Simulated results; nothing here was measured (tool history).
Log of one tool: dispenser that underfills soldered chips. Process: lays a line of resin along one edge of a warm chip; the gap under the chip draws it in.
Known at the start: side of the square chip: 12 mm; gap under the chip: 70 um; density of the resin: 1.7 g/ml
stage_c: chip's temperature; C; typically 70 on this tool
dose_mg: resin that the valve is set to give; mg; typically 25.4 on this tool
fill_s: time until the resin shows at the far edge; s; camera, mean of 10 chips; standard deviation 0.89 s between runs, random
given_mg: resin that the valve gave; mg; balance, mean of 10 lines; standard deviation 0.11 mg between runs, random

{"run": 1, "hour": 0.0, "stage_c": 70, "dose_mg": 25.4, "fill_s": 107.5, "given_mg": 24.8}
{"run": 2, "hour": 2.7, "stage_c": 62, "dose_mg": 25.4, "fill_s": 157.6, "given_mg": 24.78}
{"hour": 6.8, "done": "new syringe of resin"}
{"run": 3, "hour": 8.1, "stage_c": 62, "dose_mg": 25.4, "fill_s": 111.8, "given_mg": 24.7}
{"run": 4, "hour": 11.0, "stage_c": 82, "dose_mg": 25.4, "fill_s": 68.9, "given_mg": 24.75}
{"run": 5, "hour": 15.8, "stage_c": 70, "dose_mg": 25.4, "fill_s": 120.4, "given_mg": 24.61}
{"hour": 19.7, "done": "new syringe of resin"}
{"run": 6, "hour": 19.7, "stage_c": 70, "dose_mg": 25.4, "fill_s": 83.1, "given_mg": 24.49}
{"run": 7, "hour": 24.3, "stage_c": 70, "dose_mg": 25.4, "fill_s": 99.9, "given_mg": 24.69}
{"run": 8, "hour": 30.6, "stage_c": 70, "dose_mg": 25.4, "fill_s": 129.6, "given_mg": 24.45}
{"hour": 32.8, "done": "new syringe of resin"}
{"run": 9, "hour": 33.9, "stage_c": 70, "dose_mg": 32.4, "fill_s": 84.6, "given_mg": 31.3}
{"run": 10, "hour": 40.4, "stage_c": 70, "dose_mg": 32.4, "fill_s": 109.5, "given_mg": 31.17}
{"run": 11, "hour": 44.8, "stage_c": 70, "dose_mg": 28.2, "fill_s": 136.2, "given_mg": 26.93}
{"hour": 45.8, "done": "new syringe of resin"}
{"hour": 51.2, "done": "dispensing valve cleaned and set on the balance"}
{"run": 12, "hour": 51.4, "stage_c": 70, "dose_mg": 28.2, "fill_s": 96, "given_mg": 28.14}
{"run": 13, "hour": 58.3, "stage_c": 70, "dose_mg": 25.4, "fill_s": 129.8, "given_mg": 25.16}
{"hour": 59.6, "done": "new syringe of resin"}
{"run": 14, "hour": 63.5, "stage_c": 70, "dose_mg": 26.6, "fill_s": 94.2, "given_mg": 26.34}
{"run": 15, "hour": 68.4, "stage_c": 70, "dose_mg": 26.6, "fill_s": 114.2, "given_mg": 26.33}
{"run": 16, "hour": 71.8, "stage_c": 70, "dose_mg": 26.6, "fill_s": 131.5, "given_mg": 26.31}
{"hour": 72.5, "done": "new syringe of resin"}
{"run": 17, "hour": 78.0, "stage_c": 59, "dose_mg": 29.2, "fill_s": 147.8, "given_mg": 28.75}
{"run": 18, "hour": 82.7, "stage_c": 59, "dose_mg": 29.2, "fill_s": 180.3, "given_mg": 28.6}
{"hour": 85.5, "done": "new syringe of resin"}
{"run": 19, "hour": 87.6, "stage_c": 59, "dose_mg": 29.2, "fill_s": 122.6, "given_mg": 28.65}
{"run": 20, "hour": 94.3, "stage_c": 59, "dose_mg": 29.2, "fill_s": 158, "given_mg": 28.4}
{"hour": 98.5, "done": "new syringe of resin"}
{"run": 21, "hour": 99.4, "stage_c": 62, "dose_mg": 24.6, "fill_s": 110, "given_mg": 23.93}
{"run": 22, "hour": 103.7, "stage_c": 60, "dose_mg": 24.6, "fill_s": 140.2, "given_mg": 23.79}
{"run": 23, "hour": 106.5, "stage_c": 69, "dose_mg": 30.8, "fill_s": 114.8, "given_mg": 29.76}
{"run": 24, "hour": 109.6, "stage_c": 69, "dose_mg": 30.8, "fill_s": 131.2, "given_mg": 29.75}
{"hour": 111.3, "done": "new syringe of resin"}
{"run": 25, "hour": 115.2, "stage_c": 73, "dose_mg": 25.4, "fill_s": 86.6, "given_mg": 24.5}
{"run": 26, "hour": 120.0, "stage_c": 70, "dose_mg": 25.4, "fill_s": 115.8, "given_mg": 24.34}
{"hour": 124.6, "done": "new syringe of resin"}
{"run": 27, "hour": 125.9, "stage_c": 79, "dose_mg": 28.5, "fill_s": 65.9, "given_mg": 27.4}
{"run": 28, "hour": 131.8, "stage_c": 55, "dose_mg": 28.5, "fill_s": 175.8, "given_mg": 27.2}
{"run": 29, "hour": 134.8, "stage_c": 65, "dose_mg": 21.8, "fill_s": 153.6, "given_mg": 20.66}
{"hour": 137.4, "done": "new syringe of resin"}
{"hour": 140.9, "done": "dispensing valve cleaned and set on the balance"}
{"run": 30, "hour": 142.3, "stage_c": 80, "dose_mg": 27.2, "fill_s": 69.9, "given_mg": 27.12}

Run by run, hidden condition taken away, random variation retained:
What the log doesn't record here: resin's viscosity, % of fresh resin's; dose that the valve gives, % of what is set; true chip temperature over the reading, C; drift of the gauge itself on fill_s, %; drift of the gauge itself on given_mg, %.
run=1 fill_s=82.3 given_mg=25.35
run=2 fill_s=107.6 given_mg=25.36
run=3 fill_s=107.9 given_mg=25.36
run=4 fill_s=58.8 given_mg=25.44
run=5 fill_s=84.3 given_mg=25.37
run=6 fill_s=83.7 given_mg=25.3
run=7 fill_s=83.2 given_mg=25.57
run=8 fill_s=82.7 given_mg=25.42
run=9 fill_s=82.3 given_mg=32.59
run=10 fill_s=81.1 given_mg=32.56
run=11 fill_s=83.7 given_mg=28.2
run=12 fill_s=81.9 given_mg=28.2
run=13 fill_s=83.3 given_mg=25.31
run=14 fill_s=83.7 given_mg=26.56
run=15 fill_s=82.6 given_mg=26.62
run=16 fill_s=82.5 given_mg=26.65
run=17 fill_s=119.4 given_mg=29.22
run=18 fill_s=119.4 given_mg=29.15
run=19 fill_s=117.1 given_mg=29.27
run=20 fill_s=114 given_mg=29.13
run=21 fill_s=108.4 given_mg=24.61
run=22 fill_s=115.7 given_mg=24.53
run=23 fill_s=84.6 given_mg=30.72
run=24 fill_s=84.8 given_mg=30.77
run=25 fill_s=76.2 given_mg=25.41
run=26 fill_s=83.2 given_mg=25.32
run=27 fill_s=63.9 given_mg=28.6
run=28 fill_s=134.1 given_mg=28.49
run=29 fill_s=101.8 given_mg=21.68
run=30 fill_s=61.9 given_mg=27.15

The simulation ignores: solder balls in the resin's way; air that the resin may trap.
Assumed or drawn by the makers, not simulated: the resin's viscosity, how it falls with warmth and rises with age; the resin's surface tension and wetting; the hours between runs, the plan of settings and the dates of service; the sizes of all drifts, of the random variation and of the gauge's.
